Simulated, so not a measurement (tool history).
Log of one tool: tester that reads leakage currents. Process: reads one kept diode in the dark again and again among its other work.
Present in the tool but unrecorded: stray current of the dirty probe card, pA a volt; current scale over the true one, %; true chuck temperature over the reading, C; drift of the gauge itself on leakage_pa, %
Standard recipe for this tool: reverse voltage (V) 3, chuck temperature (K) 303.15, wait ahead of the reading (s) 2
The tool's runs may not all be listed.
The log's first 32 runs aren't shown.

run    hour  reverse voltage (V)  chuck temperature (K)  wait ahead of the reading (s)  hours of work since the probe card was cleaned  hours of work since the tester was calibrated  hours of work since the chuck was calibrated  current that the tester gives (pA)
 33   949.5                 5.38                 304.15                              2                                             950                                            851                                            36                               75.26
 34   982.5                11.39                 303.15                              2                                             971                                            872                                            56                              105.63
 35  1015.3                11.39                 303.15                              2                                             991                                            892                                            76                              106.86
 36  1043.6                 1.08                 308.15                           5.23                                            1008                                            909                                            94                               46.53
 37  1081.5                 1.08                 308.15                           5.23                                            1031                                            932                                           117                               47.14
 38  1106.7                 8.76                 308.15                            1.4                                            1047                                            948                                           132                              126.26
 39  1150.9                 8.76                 308.15                            1.4                                            1074                                            975                                           159                               128.1
 40  1186.7                 3.82                 308.15                           0.31                                            1096                                            997                                           181                               89.46

Predict each of these 3 candidate next runs independently; none follows another, all start after run 40:
  A  1219.8                 1.69                 294.15                           0.31                                            1116                                           1017                                           202                                   ?
  B  1219.8                 3.82                 312.15                            5.6                                            1116                                           1017                                           202                                   ?
  C  1219.8                    3                 303.15                           0.38                                            1116                                           1017                                           202                                   ?

run  current that the tester gives (pA)
  A                               26.54
  B                              108.56
  C                               59.28
Had the tool no hidden state, the same runs would have come out as:
run  current that the tester gives (pA)
  A                                21.1
  B                               93.76
  C                                  49

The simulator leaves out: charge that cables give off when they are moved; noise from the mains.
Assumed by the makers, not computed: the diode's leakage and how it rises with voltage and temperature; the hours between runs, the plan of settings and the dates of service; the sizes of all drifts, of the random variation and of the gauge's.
